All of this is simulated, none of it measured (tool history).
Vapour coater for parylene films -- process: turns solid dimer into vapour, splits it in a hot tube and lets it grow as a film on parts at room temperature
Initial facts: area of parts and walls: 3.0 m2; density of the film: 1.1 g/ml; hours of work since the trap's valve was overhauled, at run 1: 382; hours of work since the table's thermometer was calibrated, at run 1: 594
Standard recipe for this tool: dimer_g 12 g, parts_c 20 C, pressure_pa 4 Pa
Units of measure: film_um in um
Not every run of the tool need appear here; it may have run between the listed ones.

run	hour	dimer_g	parts_c	pressure_pa	hours of work since the trap's valve was overhauled	hours of work since the table's thermometer was calibrated	film_um
1	0	12	20	4	382	594	1.79
# hour 11.2: trap's valve overhauled
2	27.6	12	20	6.39	15	615	1.82
3	49.4	12	20	4	34	634	1.98
4	65.5	12	20	4	49	649	1.97
5	77.2	12	20	4	59	659	1.96
6	88.6	12	20	4	69	670	1.97
7	106.8	12	20	4	86	686	1.9
8	120.5	12	20	4	98	698	1.91
9	136.6	12	23	4	112	713	1.7
10	157.6	12	23	4	131	731	1.7
11	172	12	20	4	144	744	1.9
12	185.4	12	20	4	156	756	1.89
13	196.2	14	20	4	166	766	2.25
14	209.1	14	20	4	177	777	2.15
15	229.6	14	20	4	196	796	2.23
16	248.7	12	20	4	213	813	1.87
17	270.6	12	20	4	232	832	1.86
18	287.1	12	20	4	247	847	1.89
19	299.2	12	20	4	258	858	1.86
20	320.4	12	20	4	277	877	1.84
21	343.7	18	20	4.32	298	898	2.73
22	364.5	7	27	3.55	316	917	0.81
23	388.6	12	14	2.27	338	938	2.59
24	405.5	12	14	2.27	353	953	2.61
25	428.9	15	14	2.51	374	974	3.21
26	442	13	32	4.09	386	986	1.13
# hour 448.2: trap's valve overhauled
27	460.9	19	25	9.06	11	999	2.24
28	475.6	19	27	3.46	25	1012	2.33
29	488.4	19	27	3.46	36	1024	2.33
30	501.4	5	20	3.46	48	1036	0.83
31	522.3	5	20	3.46	66	1054	0.85
32	543.5	5	20	3.46	85	1073	0.81
33	568.3	9	16	3.46	108	1095	1.79
34	584.6	9	16	3.46	122	1110	1.8
35	602.4	8	13	3.44	138	1126	1.76
36	617.6	10	29	3.62	152	1140	1.07
37	642.3	10	29	3.62	174	1162	1.07
38	665.4	12	20	8.15	194	1182	1.72
39	681.7	12	20	8.15	209	1197	1.7

Entry by entry between the runs, the difference in hidden state between the last listed run before and the first listed run after:
Run 1 -> run 2: trap's valve overhauled (hour 11.2)
  vapour lost through the trap's worn valve, %: 9.3 -> 0.4; true temperature of the parts over the reading, C: -0.3 -> -0.32
  difference, measured minus the result without the unlogged condition, film_um: -0.16 -> +0.02 um
Run 26 -> run 27: trap's valve overhauled (hour 448.2)
  vapour lost through the trap's worn valve, %: 9.8 -> 0.4; true temperature of the parts over the reading, C: -0.6 -> -0.61
  difference, measured minus the result without the unlogged condition, film_um: -0.09 -> +0.06 um

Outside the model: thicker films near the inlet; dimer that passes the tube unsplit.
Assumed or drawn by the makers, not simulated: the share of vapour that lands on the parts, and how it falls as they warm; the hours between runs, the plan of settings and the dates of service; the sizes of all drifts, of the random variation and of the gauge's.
